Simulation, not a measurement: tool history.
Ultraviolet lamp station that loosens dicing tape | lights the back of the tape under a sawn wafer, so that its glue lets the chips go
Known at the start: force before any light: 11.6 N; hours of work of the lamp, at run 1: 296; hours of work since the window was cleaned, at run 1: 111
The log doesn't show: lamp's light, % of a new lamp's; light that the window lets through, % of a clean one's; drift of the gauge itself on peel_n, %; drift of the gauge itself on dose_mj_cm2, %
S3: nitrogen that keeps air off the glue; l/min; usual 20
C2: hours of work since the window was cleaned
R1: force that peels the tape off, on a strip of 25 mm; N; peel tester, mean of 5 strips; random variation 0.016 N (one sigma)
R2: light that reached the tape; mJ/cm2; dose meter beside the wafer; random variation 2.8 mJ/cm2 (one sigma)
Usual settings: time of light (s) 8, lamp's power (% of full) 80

Run 1, hour 0: usual settings; hours of work of the lamp 296; C2 111. Result: R1 0.974 N, R2 352 mJ/cm2.
Run 2, hour 35.6: usual settings; hours of work of the lamp 314; C2 128. Result: R1 0.99 N, R2 354 mJ/cm2.
Run 3, hour 64.5: usual settings but time of light (s) 6; hours of work of the lamp 329; C2 143. Result: R1 1.841 N, R2 261 mJ/cm2.
Run 4, hour 94.8: usual settings but time of light (s) 6; hours of work of the lamp 344; C2 158. Result: R1 1.89 N, R2 262 mJ/cm2.
Run 5, hour 131.1: usual settings but time of light (s) 6, lamp's power (% of full) 66; hours of work of the lamp 362; C2 177. Result: R1 2.527 N, R2 216 mJ/cm2.
Run 6, hour 167.6: usual settings but time of light (s) 4, lamp's power (% of full) 66; hours of work of the lamp 381; C2 195. Result: R1 4.23 N, R2 142 mJ/cm2.
Run 7, hour 203.2: usual settings; hours of work of the lamp 398; C2 213. Result: R1 1.074 N, R2 335 mJ/cm2.
Run 8, hour 241: usual settings; hours of work of the lamp 418; C2 232. Result: R1 1.105 N, R2 337 mJ/cm2.
Run 9, hour 264.1: usual settings but lamp's power (% of full) 75; hours of work of the lamp 429; C2 244. Result: R1 1.275 N, R2 310 mJ/cm2.
Run 10, hour 302.1: usual settings but lamp's power (% of full) 75; hours of work of the lamp 448; C2 263. Result: R1 1.323 N, R2 309 mJ/cm2.
Run 11, hour 334.1: usual settings but S3 34 l/min; hours of work of the lamp 464; C2 279. Result: R1 0.745 N, R2 327 mJ/cm2.
Run 12, hour 358.2: usual settings but lamp's power (% of full) 82; hours of work of the lamp 477; C2 291. Result: R1 1.139 N, R2 331 mJ/cm2.
Run 13, hour 383.7: usual settings but S3 21 l/min; hours of work of the lamp 489; C2 304. Result: R1 1.133 N, R2 323 mJ/cm2.
Run 14, hour 402: usual settings but S3 21 l/min; hours of work of the lamp 499; C2 313. Result: R1 1.165 N, R2 322 mJ/cm2.
Run 15, hour 432: usual settings; hours of work of the lamp 514; C2 328. Result: R1 1.207 N, R2 323 mJ/cm2.
Run 16, hour 461.4: usual settings but S3 17 l/min; hours of work of the lamp 529; C2 343. Result: R1 1.427 N, R2 318 mJ/cm2.
Run 17, hour 489.5: usual settings but S3 17 l/min; hours of work of the lamp 543; C2 357. Result: R1 1.506 N, R2 310 mJ/cm2.
Run 18, hour 523.7: usual settings but S3 23 l/min; hours of work of the lamp 560; C2 374. Result: R1 1.16 N, R2 309 mJ/cm2.
At hour 527.2: window cleaned of glue's vapour.
Run 19, hour 541.4: usual settings but S3 23 l/min; hours of work of the lamp 569; C2 7. Result: R1 1.231 N, R2 295 mJ/cm2.
Run 20, hour 565.1: usual settings but S3 23 l/min; hours of work of the lamp 581; C2 19. Result: R1 1.345 N, R2 287 mJ/cm2.
Run 21, hour 605.4: usual settings but S3 23 l/min; hours of work of the lamp 601; C2 39. Result: R1 1.354 N, R2 291 mJ/cm2.
Run 22, hour 633.2: usual settings but time of light (s) 6, S3 23 l/min; hours of work of the lamp 615; C2 53. Result: R1 2.17 N, R2 218 mJ/cm2.
Run 23, hour 654.6: usual settings but lamp's power (% of full) 87, S3 14 l/min; hours of work of the lamp 626; C2 64. Result: R1 1.789 N, R2 316 mJ/cm2.
Run 24, hour 694.2: usual settings but time of light (s) 4, lamp's power (% of full) 79, S3 26 l/min; hours of work of the lamp 646; C2 84. Result: R1 3.825 N, R2 141 mJ/cm2.
At hour 715.6: window cleaned of glue's vapour, once more.
Run 25, hour 719.3: usual settings but time of light (s) 7, lamp's power (% of full) 82, S3 18 l/min; hours of work of the lamp 658; C2 2. Result: R1 1.483 N, R2 301 mJ/cm2.
Run 26, hour 756.5: usual settings but time of light (s) 7, lamp's power (% of full) 61, S3 14 l/min; hours of work of the lamp 677; C2 21. Result: R1 3.07 N, R2 227 mJ/cm2.
Run 27, hour 797.2: usual settings but time of light (s) 7, lamp's power (% of full) 61, S3 14 l/min; hours of work of the lamp 697; C2 41. Result: R1 3.104 N, R2 218 mJ/cm2.
Run 28, hour 831.9: usual settings but time of light (s) 7, lamp's power (% of full) 61, S3 14 l/min; hours of work of the lamp 715; C2 59. Result: R1 3.111 N, R2 217 mJ/cm2.
Run 29, hour 862.5: usual settings but time of light (s) 7, lamp's power (% of full) 61, S3 14 l/min; hours of work of the lamp 730; C2 74. Result: R1 3.045 N, R2 210 mJ/cm2.
Run 30, hour 885: usual settings but time of light (s) 7, lamp's power (% of full) 61, S3 14 l/min; hours of work of the lamp 742; C2 85. Result: R1 3.12 N, R2 217 mJ/cm2.
Run 31, hour 915.2: usual settings but time of light (s) 7, lamp's power (% of full) 99, S3 14 l/min; hours of work of the lamp 757; C2 101. Result: R1 1.448 N, R2 351 mJ/cm2.
Run 32, hour 937: usual settings but lamp's power (% of full) 72, S3 14 l/min; hours of work of the lamp 768; C2 112. Result: R1 1.999 N, R2 282 mJ/cm2.
Run 33, hour 956.4: usual settings but time of light (s) 15, lamp's power (% of full) 72, S3 14 l/min; hours of work of the lamp 778; C2 121. Result: R1 0.515 N, R2 532 mJ/cm2.
Run 34, hour 984.6: usual settings but time of light (s) 15, lamp's power (% of full) 72, S3 14 l/min; hours of work of the lamp 792; C2 136. Result: R1 0.527 N, R2 536 mJ/cm2.
Run 35, hour 1016: usual settings but time of light (s) 13, lamp's power (% of full) 72, S3 14 l/min; hours of work of the lamp 808; C2 151. Result: R1 0.761 N, R2 453 mJ/cm2.
Run 36, hour 1047.9: usual settings but time of light (s) 14, lamp's power (% of full) 65, S3 13 l/min; hours of work of the lamp 824; C2 167. Result: R1 0.908 N, R2 441 mJ/cm2.
Run 37, hour 1084.4: usual settings but lamp's power (% of full) 65; hours of work of the lamp 842; C2 186. Result: R1 1.999 N, R2 245 mJ/cm2.
Run 38, hour 1105.1: usual settings but time of light (s) 5, lamp's power (% of full) 65, S3 9 l/min; hours of work of the lamp 853; C2 196. Result: R1 5.45 N, R2 153 mJ/cm2.
Run 39, hour 1137.7: usual settings but time of light (s) 12, lamp's power (% of full) 83, S3 7 l/min; hours of work of the lamp 869; C2 213. Result: R1 1.438 N, R2 468 mJ/cm2.
Run 40, hour 1175.5: usual settings but time of light (s) 12, lamp's power (% of full) 94, S3 7 l/min; hours of work of the lamp 888; C2 232. Result: R1 1.102 N, R2 532 mJ/cm2.
Run 41, hour 1197.5: usual settings but time of light (s) 12, lamp's power (% of full) 94, S3 7 l/min; hours of work of the lamp 899; C2 243. Result: R1 1.156 N, R2 527 mJ/cm2.
Run 42, hour 1227: usual settings but time of light (s) 6, lamp's power (% of full) 68, S3 8 l/min; hours of work of the lamp 914; C2 258. Result: R1 4.708 N, R2 192 mJ/cm2.
Run 43, hour 1249.1: usual settings but time of light (s) 6, lamp's power (% of full) 68, S3 8 l/min; hours of work of the lamp 925; C2 269. Result: R1 4.811 N, R2 189 mJ/cm2.
Run 44, hour 1288.4: usual settings but S3 10 l/min; hours of work of the lamp 945; C2 289. Result: R1 2.501 N, R2 290 mJ/cm2.

3 ways to go on from here, each from the tool as it stands after run 44. What would each give?
Run A, hour 1318.1: usual settings but time of light (s) 13, S3 29 l/min; hours of work of the lamp 960; C2 304. Result: R1 ?, R2 ?.
Run B, hour 1318.1: usual settings but time of light (s) 9, lamp's power (% of full) 79, S3 9 l/min; hours of work of the lamp 960; C2 304. Result: R1 ?, R2 ?.
Run C, hour 1318.1: usual settings but time of light (s) 9, S3 24 l/min; hours of work of the lamp 960; C2 304. Result: R1 ?, R2 ?.

run     R1   R2
  A  0.307  470
  B  2.322  318
  C  1.008  327
Without the tool's hidden state the same runs would have given:
run     R1   R2
  A  0.127  638
  B   1.33  432
  C  0.451  443
